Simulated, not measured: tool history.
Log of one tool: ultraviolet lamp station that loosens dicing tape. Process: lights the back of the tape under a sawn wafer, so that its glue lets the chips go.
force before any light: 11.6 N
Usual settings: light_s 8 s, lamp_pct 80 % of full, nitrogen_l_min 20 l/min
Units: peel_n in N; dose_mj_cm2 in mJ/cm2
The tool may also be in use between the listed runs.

run 1 day=0.000 | light_s=8 lamp_pct=80 nitrogen_l_min=20 | peel_n=1.129 dose_mj_cm2=560
run 2 day=0.221 | light_s=8 lamp_pct=80 nitrogen_l_min=20 | peel_n=1.190 dose_mj_cm2=554
run 3 day=0.550 | light_s=8 lamp_pct=69 nitrogen_l_min=20 | peel_n=1.580 dose_mj_cm2=480
run 4 day=0.808 | light_s=8 lamp_pct=80 nitrogen_l_min=20 | peel_n=1.128 dose_mj_cm2=560
run 5 day=1.104 | light_s=8 lamp_pct=80 nitrogen_l_min=26 | peel_n=1.029 dose_mj_cm2=559
run 6 day=1.471 | light_s=8 lamp_pct=80 nitrogen_l_min=26 | peel_n=0.964 dose_mj_cm2=554
run 7 day=1.862 | light_s=8 lamp_pct=80 nitrogen_l_min=26 | peel_n=1.025 dose_mj_cm2=556
run 8 day=2.179 | light_s=10 lamp_pct=80 nitrogen_l_min=26 | peel_n=0.566 dose_mj_cm2=699
run 9 day=2.554 | light_s=10 lamp_pct=80 nitrogen_l_min=26 | peel_n=0.565 dose_mj_cm2=688
run 10 day=2.808 | light_s=10 lamp_pct=81 nitrogen_l_min=26 | peel_n=0.571 dose_mj_cm2=695
run 11 day=3.129 | light_s=10 lamp_pct=81 nitrogen_l_min=26 | peel_n=0.551 dose_mj_cm2=690
run 12 day=3.354 | light_s=8 lamp_pct=80 nitrogen_l_min=20 | peel_n=1.184 dose_mj_cm2=545
run 13 day=3.554 | light_s=8 lamp_pct=68 nitrogen_l_min=20 | peel_n=1.660 dose_mj_cm2=471
run 14 day=3.879 | light_s=8 lamp_pct=80 nitrogen_l_min=16 | peel_n=1.369 dose_mj_cm2=548
run 15 day=4.150 | light_s=8 lamp_pct=80 nitrogen_l_min=7 | peel_n=2.386 dose_mj_cm2=545
run 16 day=4.417 | light_s=8 lamp_pct=80 nitrogen_l_min=20 | peel_n=1.241 dose_mj_cm2=552
run 17 day=4.683 | light_s=8 lamp_pct=80 nitrogen_l_min=20 | peel_n=1.244 dose_mj_cm2=543
run 18 day=4.871 | light_s=5 lamp_pct=80 nitrogen_l_min=20 | peel_n=2.893 dose_mj_cm2=342
run 19 day=5.242 | light_s=8 lamp_pct=80 nitrogen_l_min=20 | peel_n=1.266 dose_mj_cm2=546
run 20 day=5.642 | light_s=8 lamp_pct=80 nitrogen_l_min=20 | peel_n=1.202 dose_mj_cm2=547
run 21 day=5.867 | light_s=8 lamp_pct=80 nitrogen_l_min=20 | peel_n=1.242 dose_mj_cm2=538
run 22 day=6.075 | light_s=8 lamp_pct=80 nitrogen_l_min=32 | peel_n=0.937 dose_mj_cm2=548
run 23 day=6.388 | light_s=4 lamp_pct=92 nitrogen_l_min=9 | peel_n=4.327 dose_mj_cm2=312
run 24 day=6.717 | light_s=9 lamp_pct=98 nitrogen_l_min=14 | peel_n=0.791 dose_mj_cm2=734
run 25 day=7.112 | light_s=11 lamp_pct=99 nitrogen_l_min=20 | peel_n=0.308 dose_mj_cm2=916
run 26 day=7.288 | light_s=16 lamp_pct=74 nitrogen_l_min=20 | peel_n=0.234 dose_mj_cm2=998
run 27 day=7.542 | light_s=16 lamp_pct=73 nitrogen_l_min=13 | peel_n=0.380 dose_mj_cm2=984
-- day=7.596 window cleaned of glue's vapour
run 28 day=7.796 | light_s=16 lamp_pct=73 nitrogen_l_min=13 | peel_n=0.403 dose_mj_cm2=943
run 29 day=8.071 | light_s=16 lamp_pct=73 nitrogen_l_min=13 | peel_n=0.423 dose_mj_cm2=955
run 30 day=8.283 | light_s=6 lamp_pct=75 nitrogen_l_min=13 | peel_n=3.033 dose_mj_cm2=362
run 31 day=8.533 | light_s=6 lamp_pct=75 nitrogen_l_min=13 | peel_n=3.138 dose_mj_cm2=366
run 32 day=8.721 | light_s=7 lamp_pct=94 nitrogen_l_min=13 | peel_n=1.716 dose_mj_cm2=533
-- day=8.975 window cleaned of glue's vapour, once more
run 33 day=9.121 | light_s=7 lamp_pct=94 nitrogen_l_min=13 | peel_n=1.440 dose_mj_cm2=573
run 34 day=9.408 | light_s=7 lamp_pct=94 nitrogen_l_min=13 | peel_n=1.409 dose_mj_cm2=573
run 35 day=9.679 | light_s=7 lamp_pct=94 nitrogen_l_min=34 | peel_n=0.789 dose_mj_cm2=573
run 36 day=10.092 | light_s=7 lamp_pct=94 nitrogen_l_min=34 | peel_n=0.801 dose_mj_cm2=583
run 37 day=10.346 | light_s=7 lamp_pct=94 nitrogen_l_min=34 | peel_n=0.800 dose_mj_cm2=571
run 38 day=10.746 | light_s=8 lamp_pct=77 nitrogen_l_min=18 | peel_n=1.377 dose_mj_cm2=536
run 39 day=10.967 | light_s=11 lamp_pct=60 nitrogen_l_min=18 | peel_n=1.170 dose_mj_cm2=574
run 40 day=11.179 | light_s=10 lamp_pct=89 nitrogen_l_min=20 | peel_n=0.535 dose_mj_cm2=765
run 41 day=11.429 | light_s=13 lamp_pct=80 nitrogen_l_min=20 | peel_n=0.329 dose_mj_cm2=909
run 42 day=11.600 | light_s=13 lamp_pct=80 nitrogen_l_min=20 | peel_n=0.326 dose_mj_cm2=895

5 ways to go on from here, each from the tool as it stands after run 42. What would each give?
run A day=11.808 | light_s=7 lamp_pct=80 nitrogen_l_min=20 | peel_n=? dose_mj_cm2=?
run B day=11.808 | light_s=9 lamp_pct=80 nitrogen_l_min=17 | peel_n=? dose_mj_cm2=?
run C day=11.808 | light_s=13 lamp_pct=80 nitrogen_l_min=12 | peel_n=? dose_mj_cm2=?
run D day=11.808 | light_s=13 lamp_pct=97 nitrogen_l_min=32 | peel_n=? dose_mj_cm2=?
run E day=11.808 | light_s=15 lamp_pct=65 nitrogen_l_min=26 | peel_n=? dose_mj_cm2=?

run=A peel_n=1.643 dose_mj_cm2=481
run=B peel_n=1.058 dose_mj_cm2=628
run=C peel_n=0.537 dose_mj_cm2=898
run=D peel_n=0.122 dose_mj_cm2=1082
run=E peel_n=0.316 dose_mj_cm2=846
Without the tool's hidden state the same runs would have given:
run=A peel_n=1.404 dose_mj_cm2=520
run=B peel_n=0.878 dose_mj_cm2=678
run=C peel_n=0.428 dose_mj_cm2=970
run=D peel_n=0.099 dose_mj_cm2=1169
run=E peel_n=0.247 dose_mj_cm2=914

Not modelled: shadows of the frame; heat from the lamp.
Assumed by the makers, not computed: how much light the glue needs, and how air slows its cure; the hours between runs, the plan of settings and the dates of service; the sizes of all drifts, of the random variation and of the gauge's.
